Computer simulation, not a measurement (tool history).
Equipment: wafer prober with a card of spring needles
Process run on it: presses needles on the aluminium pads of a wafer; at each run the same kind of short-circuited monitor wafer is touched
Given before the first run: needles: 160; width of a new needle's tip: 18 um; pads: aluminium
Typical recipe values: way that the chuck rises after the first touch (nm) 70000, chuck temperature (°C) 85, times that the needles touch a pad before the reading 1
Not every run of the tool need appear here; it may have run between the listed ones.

run   hour  way that the chuck rises after the first touch (nm)  chuck temperature (°C)  times that the needles touch a pad before the reading  resistance of one needle with its contact and lead (mohm)  way that a needle slides on the pad (nm)
  1    0.0                                                70000                      85                                                      1                                                        319                                     15150
       5.0  -- tips cleaned on abrasive film
      17.4  -- tips cleaned on abrasive film
      29.5  -- tips cleaned on abrasive film
  2   32.7                                                70000                      85                                                      1                                                        284                                     15130
      40.6  -- tips cleaned on abrasive film
      52.7  -- tips cleaned on abrasive film
      64.3  -- tips cleaned on abrasive film
  3   73.9                                                70000                      85                                                      1                                                        344                                     14960
      76.6  -- tips cleaned on abrasive film
      88.7  -- tips cleaned on abrasive film
     100.7  -- tips cleaned on abrasive film
  4  101.9                                                70000                      29                                                      1                                                        229                                     14790
     113.2  -- tips cleaned on abrasive film
     124.8  -- tips cleaned on abrasive film
  5  128.9                                                70000                      29                                                      1                                                        277                                     14970
     136.7  -- tips cleaned on abrasive film
     149.0  -- tips cleaned on abrasive film
     161.1  -- tips cleaned on abrasive film
  6  169.6                                                70000                      27                                                      1                                                        341                                     14810
     172.3  -- tips cleaned on abrasive film
     184.9  -- tips cleaned on abrasive film
  7  189.4                                                70000                      85                                                      1                                                        295                                     14860
     195.5  -- tips cleaned on abrasive film
     207.9  -- tips cleaned on abrasive film
     218.3  -- tips cleaned on abrasive film
  8  225.3                                                70000                      85                                                      1                                                        320                                     14720
     230.6  -- tips cleaned on abrasive film
     242.3  -- tips cleaned on abrasive film
     253.1  -- tips cleaned on abrasive film
  9  261.6                                                70000                      85                                                      2                                                        291                                     14820
     264.2  -- tips cleaned on abrasive film
     274.6  -- tips cleaned on abrasive film
     286.7  -- tips cleaned on abrasive film
 10  289.5                                                70000                      85                                                      2                                                        244                                     14750
     297.3  -- tips cleaned on abrasive film
     308.9  -- tips cleaned on abrasive film
 11  310.3                                                70000                      85                                                      1                                                        240                                     14700
     321.5  -- tips cleaned on abrasive film
     324.4  -- height of the first contact set anew
     332.6  -- tips cleaned on abrasive film
 12  338.3                                                70000                      85                                                      1                                                        303                                     15540
     343.5  -- tips cleaned on abrasive film
     355.2  -- tips cleaned on abrasive film
 13  362.7                                                77000                      85                                                      1                                                        305                                     16940
     368.0  -- tips cleaned on abrasive film
     380.4  -- tips cleaned on abrasive film
 14  385.3                                                70000                      47                                                      1                                                        299                                     15400
     392.5  -- tips cleaned on abrasive film
     404.9  -- tips cleaned on abrasive film
     416.8  -- tips cleaned on abrasive film
 15  417.8                                                70000                      47                                                      1                                                        225                                     15220
     428.1  -- tips cleaned on abrasive film
     438.5  -- tips cleaned on abrasive film
 16  444.9                                                51000                      63                                                      1                                                        432                                     11140
     450.1  -- tips cleaned on abrasive film
     462.8  -- tips cleaned on abrasive film
     473.2  -- tips cleaned on abrasive film
 17  480.0                                                70000                      31                                                      1                                                        333                                     15170
     484.5  -- tips cleaned on abrasive film
     496.5  -- tips cleaned on abrasive film
     509.0  -- tips cleaned on abrasive film
 18  512.1                                                70000                      85                                                      3                                                        227                                     15210
     519.9  -- tips cleaned on abrasive film
     532.0  -- tips cleaned on abrasive film
 19  535.7                                                70000                      85                                                      3                                                        233                                     15140
     544.8  -- tips cleaned on abrasive film
     556.8  -- tips cleaned on abrasive film
 20  559.5                                                70000                      85                                                      3                                                        224                                     15090
     567.2  -- tips cleaned on abrasive film
     578.4  -- tips cleaned on abrasive film
     590.1  -- tips cleaned on abrasive film
 21  599.9                                                70000                      85                                                      3                                                        257                                     15120
     602.6  -- tips cleaned on abrasive film
     614.3  -- tips cleaned on abrasive film
 22  618.3                                                70000                      85                                                      3                                                        225                                     15010
     626.2  -- tips cleaned on abrasive film
     639.1  -- tips cleaned on abrasive film
     649.5  -- tips cleaned on abrasive film
 23  651.3                                                70000                      85                                                      3                                                        223                                     14880
     661.6  -- tips cleaned on abrasive film
     673.5  -- tips cleaned on abrasive film
 24  677.3                                                59000                      70                                                      2                                                        277                                     12620
     686.3  -- tips cleaned on abrasive film
     698.8  -- tips cleaned on abrasive film
     710.9  -- tips cleaned on abrasive film
 25  720.4                                                73000                      74                                                      2                                                        289                                     15530
     723.1  -- tips cleaned on abrasive film
     734.5  -- tips cleaned on abrasive film
     746.3  -- tips cleaned on abrasive film
 26  754.4                                                73000                      74                                                      1                                                        336                                     15270
     757.1  -- tips cleaned on abrasive film
     767.5  -- tips cleaned on abrasive film
     780.3  -- tips cleaned on abrasive film
 27  790.5                                                73000                      74                                                      1                                                        354                                     15350

3 ways to go on from here, each from the tool as it stands after run 27. What would each give?
     793.2  -- tips cleaned on abrasive film
     806.2  -- tips cleaned on abrasive film
     818.5  -- tips cleaned on abrasive film
  A  823.8                                                75000                      42                                                      3                                                          ?                                         ?
     793.2  -- tips cleaned on abrasive film
     806.2  -- tips cleaned on abrasive film
     818.5  -- tips cleaned on abrasive film
  B  823.8                                                66000                      53                                                      2                                                          ?                                         ?
     793.2  -- tips cleaned on abrasive film
     806.2  -- tips cleaned on abrasive film
     818.5  -- tips cleaned on abrasive film
  C  823.8                                                56000                      85                                                      1                                                          ?                                         ?

run  resistance of one needle with its contact and lead (mohm)  way that a needle slides on the pad (nm)
  A                                                        229                                     15850
  B                                                        272                                     13780
  C                                                        377                                     11570
Take away the tool's hidden state, keep each run's random variation, and the runs would have read:
run  resistance of one needle with its contact and lead (mohm)  way that a needle slides on the pad (nm)
  A                                                        188                                     16560
  B                                                        189                                     14490
  C                                                        199                                     12280

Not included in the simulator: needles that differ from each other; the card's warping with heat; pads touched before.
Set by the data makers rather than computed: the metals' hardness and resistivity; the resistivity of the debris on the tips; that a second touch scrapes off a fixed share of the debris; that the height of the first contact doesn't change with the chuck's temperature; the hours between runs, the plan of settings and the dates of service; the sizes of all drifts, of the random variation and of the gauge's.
